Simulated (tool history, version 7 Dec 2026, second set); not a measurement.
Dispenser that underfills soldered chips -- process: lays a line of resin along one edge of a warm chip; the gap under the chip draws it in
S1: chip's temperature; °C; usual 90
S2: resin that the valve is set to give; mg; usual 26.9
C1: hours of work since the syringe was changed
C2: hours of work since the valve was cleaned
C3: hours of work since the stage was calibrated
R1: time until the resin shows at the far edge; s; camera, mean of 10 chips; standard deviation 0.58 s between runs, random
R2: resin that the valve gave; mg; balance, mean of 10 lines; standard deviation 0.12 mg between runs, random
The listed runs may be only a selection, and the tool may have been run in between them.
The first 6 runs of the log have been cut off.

At day 1.933: new syringe of resin.
Run 7, day 2.071: usual settings but S1 99 °C; C1 2; C2 80; C3 257. Result: R1 41.2 s, R2 25.17 mg.
Run 8, day 2.421: usual settings but S1 99 °C; C1 7; C2 85; C3 262. Result: R1 60.4 s, R2 24.87 mg.
At day 2.467: new syringe of resin.
Run 9, day 2.842: usual settings but S1 99 °C; C1 6; C2 91; C3 269. Result: R1 53.3 s, R2 24.75 mg.
At day 2.983: new syringe of resin.
Run 10, day 3.075: usual settings but S1 99 °C; C1 1; C2 95; C3 272. Result: R1 39.6 s, R2 24.66 mg.
Run 11, day 3.438: usual settings but S1 99 °C; C1 7; C2 100; C3 277. Result: R1 58.8 s, R2 24.53 mg.
At day 3.512: new syringe of resin.
Run 12, day 3.633: usual settings but S1 84 °C; C1 2; C2 103; C3 280. Result: R1 79.1 s, R2 24.49 mg.
Run 13, day 3.829: usual settings but S1 84 °C, S2 34.3 mg; C1 5; C2 106; C3 283. Result: R1 94.9 s, R2 30.95 mg.
At day 4.038: new syringe of resin.
Run 14, day 4.108: usual settings but S1 84 °C, S2 34.3 mg; C1 1; C2 110; C3 287. Result: R1 72.9 s, R2 31.04 mg.
Run 15, day 4.308: usual settings; C1 4; C2 113; C3 290. Result: R1 70.3 s, R2 24.30 mg.
At day 4.567: new syringe of resin.
Run 16, day 4.567: usual settings; C1 0; C2 117; C3 294. Result: R1 53.2 s, R2 24.06 mg.
Run 17, day 4.788: usual settings; C1 3; C2 120; C3 297. Result: R1 66.4 s, R2 24.28 mg.
At day 5.096: new syringe of resin.
Run 18, day 5.138: usual settings but S2 24.7 mg; C1 1; C2 125; C3 303. Result: R1 57.8 s, R2 22.02 mg.
Run 19, day 5.467: usual settings but S1 105 °C, S2 23.2 mg; C1 6; C2 130; C3 308. Result: R1 42.6 s, R2 20.48 mg.
At day 5.629: new syringe of resin.
Run 20, day 5.871: usual settings but S1 105 °C, S2 23.2 mg; C1 4; C2 136; C3 313. Result: R1 36.2 s, R2 20.40 mg.
Run 21, day 6.046: usual settings but S1 88 °C, S2 30.6 mg; C1 6; C2 139; C3 316. Result: R1 87.2 s, R2 26.85 mg.
At day 6.162: new syringe of resin.
Run 22, day 6.362: usual settings but S1 77 °C, S2 34.3 mg; C1 3; C2 143; C3 321. Result: R1 120.2 s, R2 29.80 mg.
Run 23, day 6.554: usual settings but S1 83 °C; C1 6; C2 146; C3 324. Result: R1 114.0 s, R2 23.53 mg.
At day 6.667: dispensing valve cleaned and set on the balance.
At day 6.725: new syringe of resin.
Run 24, day 6.792: usual settings but S1 83 °C, S2 24.0 mg; C1 1; C2 2; C3 326. Result: R1 81.4 s, R2 24.03 mg.
Run 25, day 7.104: usual settings but S1 83 °C, S2 24.0 mg; C1 6; C2 6; C3 331. Result: R1 111.8 s, R2 23.77 mg.
At day 7.258: new syringe of resin.
Run 26, day 7.417: usual settings but S1 99 °C, S2 24.7 mg; C1 2; C2 11; C3 336. Result: R1 43.3 s, R2 24.46 mg.
Run 27, day 7.750: usual settings; C1 7; C2 16; C3 341. Result: R1 89.2 s, R2 26.45 mg.
At day 7.796: new syringe of resin.
Run 28, day 8.154: usual settings but S1 88 °C, S2 33.3 mg; C1 5; C2 22; C3 347. Result: R1 81.6 s, R2 32.56 mg.
At day 8.325: new syringe of resin.
Run 29, day 8.567: usual settings but S1 88 °C, S2 33.3 mg; C1 4; C2 28; C3 353. Result: R1 73.6 s, R2 32.43 mg.

Estimate the outcome of run 30 from the log above:
Run 30, day 8.829: usual settings but S1 88 °C, S2 33.3 mg; C1 8; C2 32; C3 357. Result: R1 ?, R2 ?.

For run 30 the tool returned R1 97.2 s, R2 32.17 mg.
Without the tool's hidden state the same run would have given R1 54.3 s, R2 33.14 mg.

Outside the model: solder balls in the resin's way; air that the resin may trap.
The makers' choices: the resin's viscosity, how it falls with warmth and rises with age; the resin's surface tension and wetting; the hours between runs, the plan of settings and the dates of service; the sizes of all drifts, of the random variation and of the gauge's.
